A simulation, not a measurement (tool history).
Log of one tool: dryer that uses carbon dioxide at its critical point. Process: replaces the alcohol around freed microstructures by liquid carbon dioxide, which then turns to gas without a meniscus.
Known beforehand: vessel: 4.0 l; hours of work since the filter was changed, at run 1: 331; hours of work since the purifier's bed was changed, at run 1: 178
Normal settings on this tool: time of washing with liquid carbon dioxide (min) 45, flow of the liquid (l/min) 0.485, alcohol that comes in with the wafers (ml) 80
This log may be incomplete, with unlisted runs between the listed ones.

run   hour  time of washing with liquid carbon dioxide (min)  flow of the liquid (l/min)  alcohol that comes in with the wafers (ml)  hours of work since the filter was changed  hours of work since the purifier's bed was changed  alcohol left in the vessel before it's heated (ppm by volume)
  1    0.0                                                45                       0.485                                          80                                         331                                                 178                                                            447
  2    8.6                                                45                       0.485                                          80                                         335                                                 183                                                            464
  3   15.8                                                45                       0.485                                          22                                         339                                                 186                                                            164
  4   21.9                                                45                       0.485                                          22                                         342                                                 189                                                            167
  5   30.7                                                45                       0.485                                          22                                         346                                                 193                                                            165
  6   39.2                                                45                       0.485                                          72                                         350                                                 197                                                            437
  7   46.1                                                45                       0.292                                          80                                         353                                                 200                                                           1950
  8   57.2                                                45                       0.292                                          80                                         358                                                 206                                                           1956
  9   62.6                                                45                       0.292                                          80                                         361                                                 208                                                           1995
 10   72.3                                                45                       0.292                                          80                                         366                                                 213                                                           1983
 11   82.5                                                45                       0.485                                          80                                         371                                                 218                                                            480
 12   89.5                                                28                       0.485                                          80                                         374                                                 221                                                           1892
 13   95.0                                                45                       0.485                                          29                                         377                                                 224                                                            213
 14  107.3                                                45                       0.485                                          29                                         382                                                 230                                                            211
 15  117.2                                                45                       0.485                                          80                                         387                                                 235                                                            495
 16  124.3                                                45                       0.485                                          53                                         391                                                 238                                                            343
 17  132.1                                                45                       0.485                                          53                                         394                                                 242                                                            350
 18  142.6                                                45                       0.485                                          53                                         399                                                 247                                                            331
 19  150.4                                                45                       0.399                                          80                                         403                                                 250                                                            913
 20  158.8                                                45                       0.485                                          80                                         407                                                 254                                                            491
 21  169.9                                                45                       0.324                                          80                                         412                                                 260                                                           1594
 22  177.4                                                45                       0.324                                          80                                         416                                                 263                                                           1568
 23  189.3                                                45                       0.324                                          80                                         422                                                 269                                                           1615
 24  197.5                                                69                       0.698                                         110                                         426                                                 273                                                             75
 25  204.7                                                70                       0.485                                          25                                         429                                                 276                                                             84
 26  213.4                                                70                       0.485                                          25                                         433                                                 281                                                             98
 27  223.1                                                70                       0.471                                          20                                         438                                                 285                                                             95
 28  231.2                                                28                       0.721                                          80                                         442                                                 289                                                            674
 29  243.2                                                61                       0.485                                          27                                         447                                                 295                                                            123
 30  255.5                                                61                       0.485                                          27                                         453                                                 301                                                            113
 31  262.3                                                38                       0.459                                          51                                         457                                                 304                                                            697
 32  267.7                                                28                       0.432                                          29                                         459                                                 307                                                            937
 33  272.8                                                64                       0.515                                          22                                         462                                                 309                                                             87
 34  279.4                                                71                       0.763                                          30                                         465                                                 312                                                             87
 35  286.2                                                41                       0.463                                          46                                         468                                                 315                                                            489
 36  296.4                                                45                       0.407                                          80                                         473                                                 320                                                            876
 37  302.6                                                45                       0.407                                          32                                         476                                                 323                                                            412
 38  308.0                                                45                       0.809                                          32                                         478                                                 326                                                             99
 39  319.5                                                45                       0.809                                          32                                         484                                                 331                                                            102
 40  331.2                                                50                       0.394                                          22                                         490                                                 337                                                            265
 41  336.3                                                50                       0.394                                          22                                         492                                                 339                                                            275
     338.9  -- inlet filter changed
 42  349.7                                                66                       0.775                                          83                                           5                                                 345                                                             97
 43  355.5                                                66                       0.775                                          83                                           8                                                 348                                                             97
 44  365.0                                                45                       0.319                                          80                                          12                                                 353                                                           1373
 45  374.0                                                45                       0.645                                          53                                          17                                                 357                                                            159

What if the next run were any one of these 3? Each begins from the tool's condition after run 45:
  A  384.9                                                45                       0.682                                          80                                          22                                                 362                                                              ?
  B  384.9                                                32                       0.393                                          51                                          22                                                 362                                                              ?
  C  384.9                                                42                       0.791                                          41                                          22                                                 362                                                              ?

run  alcohol left in the vessel before it's heated (ppm by volume)
  A                                                            159
  B                                                           1257
  C                                                            116
The same runs, with their run-to-run variation unchanged, on a tool lacking any hidden condition would have given:
run  alcohol left in the vessel before it's heated (ppm by volume)
  A                                                             66
  B                                                           1157
  C                                                             24
